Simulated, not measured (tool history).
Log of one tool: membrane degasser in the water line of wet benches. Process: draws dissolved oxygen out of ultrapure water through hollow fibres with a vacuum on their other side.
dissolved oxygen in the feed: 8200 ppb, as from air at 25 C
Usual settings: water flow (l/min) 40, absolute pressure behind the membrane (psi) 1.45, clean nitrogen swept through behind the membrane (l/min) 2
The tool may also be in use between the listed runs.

run     day  water flow (l/min)  absolute pressure behind the membrane (psi)  clean nitrogen swept through behind the membrane (l/min)  dissolved oxygen in the water behind the degasser (ppb)  pressure that the water loses in the fibres (psi)
  1       0                  40                                         1.45                                                         2                                                    300.5                                               6.06
  2   3.979                  40                                         1.75                                                         2                                                    387.4                                              6.045
  3   5.921                  40                                         1.75                                                         2                                                    387.2                                              6.112
  4   8.029                  40                                         1.75                                                         2                                                    388.6                                              6.093
  5  11.788                  40                                         1.75                                                         2                                                    388.2                                              6.016
  6  13.421                  40                                         1.45                                                         2                                                    300.8                                              6.139
  7   16.55                  40                                         1.45                                                      1.81                                                    326.8                                              6.089
  8  19.071                  40                                         1.45                                                         2                                                    301.6                                              6.139
     19.358  -- vacuum gauge calibrated
  9  21.812                  40                                         1.45                                                       1.8                                                    329.6                                               6.17
 10  23.629                  40                                         1.45                                                      0.98                                                    536.2                                              6.131
      26.75  -- vacuum gauge calibrated, once more
 11  26.879                  40                                         1.45                                                      0.98                                                    526.5                                               6.09
 12  29.729                  31                                         1.45                                                      2.37                                                    202.9                                              4.721
 13  32.325                  49                                          0.9                                                      3.73                                                     97.3                                              7.484
 14  35.658                  28                                          1.6                                                      1.57                                                    305.2                                              4.283
 15  37.567                  28                                          1.6                                                      1.57                                                    307.2                                              4.267
 16   41.25                  62                                          1.6                                                      1.68                                                    576.2                                              9.481
 17  44.346                  51                                         0.94                                                         2                                                    187.5                                              7.794

The same runs without the tool's hidden state, with the same run-to-run variation:
The hidden state here: membrane still open, %; true pressure behind the membrane over the reading, kPa; air that leaks in behind the membrane, l/min; drift of the gauge itself on oxygen_ppb, %; drift of the gauge itself on loss_of_pressure_kpa, %.
run  dissolved oxygen in the water behind the degasser (ppb)  pressure that the water loses in the fibres (psi)
  1                                                    295.4                                              6.057
  2                                                    381.8                                              6.038
  3                                                    381.6                                              6.103
  4                                                    382.8                                              6.083
  5                                                    382.4                                              6.002
  6                                                    295.3                                              6.125
  7                                                      321                                              6.071
  8                                                    295.9                                              6.119
  9                                                    322.5                                              6.148
 10                                                    526.7                                              6.108
 11                                                      528                                              6.064
 12                                                    201.8                                              4.699
 13                                                     97.2                                              7.446
 14                                                    303.5                                               4.26
 15                                                    305.4                                              4.242
 16                                                    576.1                                              9.422
 17                                                    187.5                                              7.742
